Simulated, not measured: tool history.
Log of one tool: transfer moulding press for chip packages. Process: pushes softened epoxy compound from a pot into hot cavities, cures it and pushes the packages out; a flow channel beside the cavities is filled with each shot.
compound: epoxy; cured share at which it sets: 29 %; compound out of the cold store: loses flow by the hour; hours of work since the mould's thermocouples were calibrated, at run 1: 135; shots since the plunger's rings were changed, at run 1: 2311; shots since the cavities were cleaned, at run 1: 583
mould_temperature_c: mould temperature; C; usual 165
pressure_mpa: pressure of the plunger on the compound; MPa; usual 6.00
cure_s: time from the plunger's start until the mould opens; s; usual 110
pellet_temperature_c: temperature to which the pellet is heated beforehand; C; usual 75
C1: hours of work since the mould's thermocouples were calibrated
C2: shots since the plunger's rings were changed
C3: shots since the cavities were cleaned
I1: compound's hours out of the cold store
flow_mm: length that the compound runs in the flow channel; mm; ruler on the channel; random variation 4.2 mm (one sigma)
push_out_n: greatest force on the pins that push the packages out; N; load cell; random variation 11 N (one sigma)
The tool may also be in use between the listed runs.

run 1 hour=0.0 | mould_temperature_c=165 pressure_mpa=6.00 cure_s=110 pellet_temperature_c=75 | C1=135 C2=2311 C3=583 | I1=29.5 | flow_mm=639 push_out_n=866
run 2 hour=39.5 | mould_temperature_c=165 pressure_mpa=6.00 cure_s=147 pellet_temperature_c=75 | C1=157 C2=2696 C3=968 | I1=41.2 | flow_mm=605 push_out_n=837
-- hour=62.3 cavities cleaned with cleaning compound and waxed
run 3 hour=68.8 | mould_temperature_c=165 pressure_mpa=6.00 cure_s=147 pellet_temperature_c=75 | C1=173 C2=2968 C3=63 | I1=15.3 | flow_mm=676 push_out_n=496
run 4 hour=99.1 | mould_temperature_c=165 pressure_mpa=6.00 cure_s=147 pellet_temperature_c=75 | C1=190 C2=3264 C3=359 | I1=38.2 | flow_mm=610 push_out_n=653
-- hour=127.9 plunger's sealing rings changed
run 5 hour=133.1 | mould_temperature_c=166 pressure_mpa=6.00 cure_s=147 pellet_temperature_c=75 | C1=208 C2=51 C3=667 | I1=15.0 | flow_mm=703 push_out_n=774
run 6 hour=151.5 | mould_temperature_c=166 pressure_mpa=6.00 cure_s=147 pellet_temperature_c=75 | C1=219 C2=231 C3=847 | I1=37.5 | flow_mm=643 push_out_n=804
run 7 hour=182.6 | mould_temperature_c=165 pressure_mpa=6.00 cure_s=110 pellet_temperature_c=70 | C1=237 C2=534 C3=1150 | I1=20.2 | flow_mm=687 push_out_n=1099
-- hour=187.7 cavities cleaned with cleaning compound and waxed
run 8 hour=205.5 | mould_temperature_c=165 pressure_mpa=5.64 cure_s=110 pellet_temperature_c=75 | C1=249 C2=744 C3=174 | I1=43.6 | flow_mm=606 push_out_n=623
run 9 hour=231.3 | mould_temperature_c=165 pressure_mpa=6.00 cure_s=110 pellet_temperature_c=75 | C1=264 C2=995 C3=425 | I1=14.2 | flow_mm=693 push_out_n=826
run 10 hour=263.9 | mould_temperature_c=165 pressure_mpa=6.00 cure_s=110 pellet_temperature_c=75 | C1=282 C2=1313 C3=743 | I1=30.0 | flow_mm=645 push_out_n=942
run 11 hour=295.3 | mould_temperature_c=165 pressure_mpa=6.00 cure_s=110 pellet_temperature_c=74 | C1=300 C2=1620 C3=1050 | I1=16.5 | flow_mm=681 push_out_n=1087
-- hour=307.6 cavities cleaned with cleaning compound and waxed
run 12 hour=315.3 | mould_temperature_c=165 pressure_mpa=6.00 cure_s=110 pellet_temperature_c=66 | C1=311 C2=1801 C3=75 | I1=30.9 | flow_mm=642 push_out_n=578
run 13 hour=351.9 | mould_temperature_c=165 pressure_mpa=6.00 cure_s=110 pellet_temperature_c=66 | C1=331 C2=2158 C3=432 | I1=21.1 | flow_mm=666 push_out_n=807
run 14 hour=371.4 | mould_temperature_c=165 pressure_mpa=5.38 cure_s=110 pellet_temperature_c=75 | C1=343 C2=2349 C3=623 | I1=21.1 | flow_mm=622 push_out_n=919
run 15 hour=403.0 | mould_temperature_c=165 pressure_mpa=5.38 cure_s=110 pellet_temperature_c=75 | C1=361 C2=2658 C3=932 | I1=27.3 | flow_mm=598 push_out_n=951
-- hour=428.6 cavities cleaned with cleaning compound and waxed
run 16 hour=443.7 | mould_temperature_c=172 pressure_mpa=6.52 cure_s=127 pellet_temperature_c=78 | C1=383 C2=3041 C3=147 | I1=23.0 | flow_mm=659 push_out_n=529
run 17 hour=471.1 | mould_temperature_c=172 pressure_mpa=6.52 cure_s=127 pellet_temperature_c=78 | C1=399 C2=3308 C3=414 | I1=24.4 | flow_mm=648 push_out_n=604
-- hour=497.1 plunger's sealing rings changed
run 18 hour=501.5 | mould_temperature_c=166 pressure_mpa=5.87 cure_s=127 pellet_temperature_c=78 | C1=414 C2=43 C3=687 | I1=12.8 | flow_mm=699 push_out_n=773
-- hour=508.0 mould's thermocouples calibrated
run 19 hour=529.0 | mould_temperature_c=166 pressure_mpa=4.75 cure_s=127 pellet_temperature_c=68 | C1=12 C2=292 C3=936 | I1=27.9 | flow_mm=592 push_out_n=857
run 20 hour=550.2 | mould_temperature_c=165 pressure_mpa=6.71 cure_s=110 pellet_temperature_c=75 | C1=24 C2=500 C3=1144 | I1=21.3 | flow_mm=729 push_out_n=1066
-- hour=555.3 cavities cleaned with cleaning compound and waxed
run 21 hour=575.1 | mould_temperature_c=165 pressure_mpa=6.71 cure_s=110 pellet_temperature_c=75 | C1=37 C2=728 C3=194 | I1=16.5 | flow_mm=747 push_out_n=723

Forecast run 22:
run 22 hour=597.7 | mould_temperature_c=165 pressure_mpa=6.71 cure_s=110 pellet_temperature_c=75 | C1=50 C2=949 C3=415 | I1=27.9 | flow_mm=? push_out_n=?

{"run 22": {"flow_mm": 692, "push_out_n": 791}}
Without the tool's hidden state the same run would have given flow_mm 705 mm, push_out_n 526 N.
